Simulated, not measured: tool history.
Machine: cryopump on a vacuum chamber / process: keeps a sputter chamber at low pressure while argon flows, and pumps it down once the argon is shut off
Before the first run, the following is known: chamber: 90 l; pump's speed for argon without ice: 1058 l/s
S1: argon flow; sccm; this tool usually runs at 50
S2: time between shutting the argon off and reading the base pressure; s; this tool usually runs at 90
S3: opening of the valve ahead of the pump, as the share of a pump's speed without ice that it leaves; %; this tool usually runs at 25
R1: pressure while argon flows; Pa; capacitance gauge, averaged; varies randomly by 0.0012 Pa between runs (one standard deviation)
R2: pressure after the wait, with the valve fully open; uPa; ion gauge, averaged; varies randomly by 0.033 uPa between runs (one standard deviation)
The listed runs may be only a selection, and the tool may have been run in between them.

run,hour,S1,S2,S3,R1,R2
1,0,50,90,25,0.3261,4.04
2,36.5,50,90,25,0.3261,4.04
3,69.7,50,90,25,0.3277,4.09
4,105.3,50,90,25,0.3267,4.11
5,135.4,50,90,25,0.3287,4.29
6,160.2,50,22,25,0.325,8.61
7,191.8,50,22,25,0.3292,8.62
8,227.2,50,69,20,0.4066,4.61
9,254.1,73,165,25,0.4785,3.6
10,291,73,165,25,0.4802,3.72
11,321.1,50,114,42,0.2009,4.16
12,339.4,29,90,20,0.2377,4.38
13,365.7,29,47,20,0.2382,5.8
14,398.6,48,156,31,0.2595,3.99

Hidden state or all else? Some run-to-run changes of R1, split into what the settings, what came in and random variation would give without the hidden state, and what is left for the hidden state (with any gauge scatter that isn't in both results):
Unlogged tool condition in this case: pump's speed, % of a pump's without ice; cold plate's temperature, K; leak into the chamber, uPa l/s; drift of the gauge itself on working_pa, %; drift of the gauge itself on base_upa, %.
Run 10 -> 11: S1 73 -> 50, S2 165 -> 114, S3 25 -> 42. R1 -0.2793 Pa: hidden state -0.0041, all else -0.2752.
Run 13 -> 14: S1 29 -> 48, S2 47 -> 156, S3 20 -> 31. R1 +0.0213 Pa: hidden state +0.0048, all else +0.0165.
